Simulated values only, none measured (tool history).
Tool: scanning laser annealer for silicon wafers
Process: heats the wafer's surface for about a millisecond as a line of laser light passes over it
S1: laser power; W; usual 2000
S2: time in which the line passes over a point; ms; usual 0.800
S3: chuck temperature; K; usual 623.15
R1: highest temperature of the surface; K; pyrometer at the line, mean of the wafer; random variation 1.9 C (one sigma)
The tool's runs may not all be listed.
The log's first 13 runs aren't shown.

| run | day | S1 | S2 | S3 | R1 |
|---|---|---|---|---|---|
| 14 | 9.304 | 2000 | 0.800 | 619.15 | 1442.15 |
| 15 | 10.338 | 2000 | 0.647 | 623.15 | 1354.15 |
| 16 | 10.975 | 2000 | 0.647 | 623.15 | 1352.15 |
| 17 | 11.829 | 2000 | 0.647 | 623.15 | 1351.15 |
| 18 | 12.842 | 2000 | 0.647 | 623.15 | 1351.15 |
| 19 | 13.529 | 2104 | 0.647 | 634.15 | 1398.15 |
| 20 | 14.200 | 2003 | 0.746 | 587.15 | 1369.15 |
| 21 | 15.171 | 2004 | 0.675 | 662.15 | 1398.15 |
| 22 | 15.983 | 1939 | 0.800 | 623.15 | 1402.15 |
| 23 | 16.542 | 2187 | 0.648 | 662.15 | 1456.15 |
| 24 | 17.146 | 1995 | 0.772 | 589.15 | 1373.15 |
|  | 17.317 | window over the wafer cleaned |
| 25 | 17.692 | 1974 | 0.800 | 623.15 | 1463.15 |
| 26 | 18.271 | 1974 | 0.649 | 632.15 | 1381.15 |
| 27 | 19.142 | 2000 | 0.732 | 658.15 | 1465.15 |
| 28 | 20.146 | 1700 | 0.848 | 597.15 | 1321.15 |
| 29 | 20.671 | 1980 | 0.589 | 593.15 | 1302.15 |
| 30 | 21.454 | 2010 | 0.714 | 650.15 | 1446.15 |
| 31 | 22.254 | 2000 | 0.694 | 611.15 | 1385.15 |

Forecast each of these 4 alternatives for the next run:
| A | 23.062 | 2000 | 0.694 | 621.15 | ? |
| B | 23.062 | 1716 | 0.901 | 611.15 | ? |
| C | 23.062 | 1978 | 0.693 | 662.15 | ? |
| D | 23.062 | 1919 | 0.568 | 647.15 | ? |

| run | R1 |
|---|---|
| A | 1395.15 |
| B | 1363.15 |
| C | 1428.15 |
| D | 1311.15 |
Without the tool's hidden state the same runs would have given:
| run | R1 |
|---|---|
| A | 1408.15 |
| B | 1375.15 |
| C | 1440.15 |
| D | 1322.15 |
